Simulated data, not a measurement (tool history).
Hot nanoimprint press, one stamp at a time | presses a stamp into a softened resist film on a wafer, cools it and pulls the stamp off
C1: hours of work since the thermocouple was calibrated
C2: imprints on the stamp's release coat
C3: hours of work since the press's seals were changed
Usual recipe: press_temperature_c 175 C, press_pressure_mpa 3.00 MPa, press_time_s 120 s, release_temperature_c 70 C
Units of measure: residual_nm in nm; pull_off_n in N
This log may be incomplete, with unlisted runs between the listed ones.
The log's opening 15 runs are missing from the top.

run 16 hour=176.0 | press_temperature_c=175 press_pressure_mpa=3.00 press_time_s=120 release_temperature_c=70 | C1=9 C2=2028 C3=258 | residual_nm=143.4 pull_off_n=159
run 17 hour=190.8 | press_temperature_c=175 press_pressure_mpa=3.00 press_time_s=120 release_temperature_c=64 | C1=19 C2=2079 C3=268 | residual_nm=143.3 pull_off_n=169
run 18 hour=202.4 | press_temperature_c=175 press_pressure_mpa=3.00 press_time_s=126 release_temperature_c=56 | C1=27 C2=2119 C3=275 | residual_nm=141.0 pull_off_n=194
run 19 hour=212.7 | press_temperature_c=185 press_pressure_mpa=4.19 press_time_s=155 release_temperature_c=66 | C1=34 C2=2155 C3=282 | residual_nm=82.5 pull_off_n=170
run 20 hour=225.0 | press_temperature_c=170 press_pressure_mpa=3.00 press_time_s=120 release_temperature_c=55 | C1=42 C2=2197 C3=291 | residual_nm=163.7 pull_off_n=210
run 21 hour=235.4 | press_temperature_c=163 press_pressure_mpa=3.00 press_time_s=120 release_temperature_c=70 | C1=49 C2=2233 C3=298 | residual_nm=199.0 pull_off_n=161
run 22 hour=248.3 | press_temperature_c=163 press_pressure_mpa=3.00 press_time_s=120 release_temperature_c=70 | C1=58 C2=2277 C3=306 | residual_nm=199.9 pull_off_n=167
run 23 hour=258.0 | press_temperature_c=175 press_pressure_mpa=3.00 press_time_s=120 release_temperature_c=59 | C1=64 C2=2311 C3=313 | residual_nm=142.6 pull_off_n=188
-- hour=277.0 stamp cleaned and given a new release coat
run 24 hour=278.7 | press_temperature_c=175 press_pressure_mpa=3.00 press_time_s=120 release_temperature_c=59 | C1=74 C2=5 C3=322 | residual_nm=142.6 pull_off_n=110
run 25 hour=295.5 | press_temperature_c=175 press_pressure_mpa=3.00 press_time_s=208 release_temperature_c=60 | C1=85 C2=63 C3=334 | residual_nm=117.2 pull_off_n=106
run 26 hour=305.9 | press_temperature_c=175 press_pressure_mpa=3.00 press_time_s=75 release_temperature_c=70 | C1=92 C2=99 C3=341 | residual_nm=167.2 pull_off_n=94
run 27 hour=315.0 | press_temperature_c=183 press_pressure_mpa=2.36 press_time_s=189 release_temperature_c=59 | C1=98 C2=131 C3=347 | residual_nm=114.0 pull_off_n=115
run 28 hour=327.1 | press_temperature_c=177 press_pressure_mpa=2.36 press_time_s=92 release_temperature_c=76 | C1=106 C2=173 C3=355 | residual_nm=169.8 pull_off_n=88
run 29 hour=339.8 | press_temperature_c=175 press_pressure_mpa=2.50 press_time_s=74 release_temperature_c=70 | C1=115 C2=216 C3=363 | residual_nm=185.6 pull_off_n=102
run 30 hour=346.8 | press_temperature_c=175 press_pressure_mpa=2.50 press_time_s=74 release_temperature_c=70 | C1=119 C2=240 C3=368 | residual_nm=185.4 pull_off_n=100
run 31 hour=363.8 | press_temperature_c=175 press_pressure_mpa=3.00 press_time_s=127 release_temperature_c=77 | C1=131 C2=299 C3=379 | residual_nm=139.3 pull_off_n=93

Consider 3 possible next runs. They are alternatives, not a sequence: every one starts from the tool as it was left by run 31. What does each give?
run A hour=374.9 | press_temperature_c=172 press_pressure_mpa=3.45 press_time_s=160 release_temperature_c=70 | C1=138 C2=337 C3=387 | residual_nm=? pull_off_n=?
run B hour=374.9 | press_temperature_c=176 press_pressure_mpa=2.89 press_time_s=127 release_temperature_c=57 | C1=138 C2=337 C3=387 | residual_nm=? pull_off_n=?
run C hour=374.9 | press_temperature_c=175 press_pressure_mpa=3.26 press_time_s=190 release_temperature_c=70 | C1=138 C2=337 C3=387 | residual_nm=? pull_off_n=?

run=A residual_nm=128.2 pull_off_n=102
run=B residual_nm=138.6 pull_off_n=124
run=C residual_nm=114.7 pull_off_n=101
With the hidden condition removed and each run's random variation left untouched, the same runs would have given:
run=A residual_nm=129.5 pull_off_n=93
run=B residual_nm=140.1 pull_off_n=113
run=C residual_nm=115.9 pull_off_n=92
